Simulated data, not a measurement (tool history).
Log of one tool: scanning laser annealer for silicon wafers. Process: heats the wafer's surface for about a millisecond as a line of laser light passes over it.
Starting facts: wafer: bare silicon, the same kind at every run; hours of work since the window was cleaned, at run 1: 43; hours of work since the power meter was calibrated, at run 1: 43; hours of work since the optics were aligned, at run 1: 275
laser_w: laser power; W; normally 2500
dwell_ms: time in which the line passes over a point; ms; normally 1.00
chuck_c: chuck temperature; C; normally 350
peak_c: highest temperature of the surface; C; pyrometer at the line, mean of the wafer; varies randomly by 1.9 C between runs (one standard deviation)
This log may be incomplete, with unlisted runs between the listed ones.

run   hour  laser_w  dwell_ms  chuck_c  hours of work since the window was cleaned  hours of work since the power meter was calibrated  hours of work since the optics were aligned  peak_c
  1    0.0     2500      1.00      350                                          43                                                  43                                          275    1089
  2   15.7     2500      1.00      350                                          53                                                  53                                          285    1092
  3   31.6     2500      0.79      350                                          62                                                  62                                          295    1003
  4   51.0     2500      0.79      350                                          75                                                  75                                          307    1004
  5   63.3     2500      0.79      350                                          82                                                  82                                          314    1002
  6   78.8     2500      1.08      350                                          92                                                  92                                          324    1119
  7   95.7     2500      1.00      350                                         102                                                 102                                          334    1088
  8  106.8     2500      1.00      338                                         109                                                 109                                          341    1074
  9  121.9     2500      1.00      338                                         119                                                 119                                          351    1077
 10  136.5     2623      0.84      328                                         128                                                 128                                          360    1039
 11  148.6     2500      1.04      350                                         135                                                 135                                          367    1105
 12  163.8     2500      1.04      350                                         145                                                 145                                          377    1102
 13  183.8     2127      0.99      326                                         157                                                 157                                          389     949
 14  203.7     2351      0.99      311                                         169                                                 169                                          401    1004
 15  219.8     2351      0.99      382                                         179                                                 179                                          411    1073

Run 16 comes next. What will it give?
 16  238.0     2253      1.00      373                                         191                                                 191                                          423       ?

peak_c: 1038 C
On a tool with no hidden condition, and with the same random variation, this run would have come out at peak_c 1039 C.
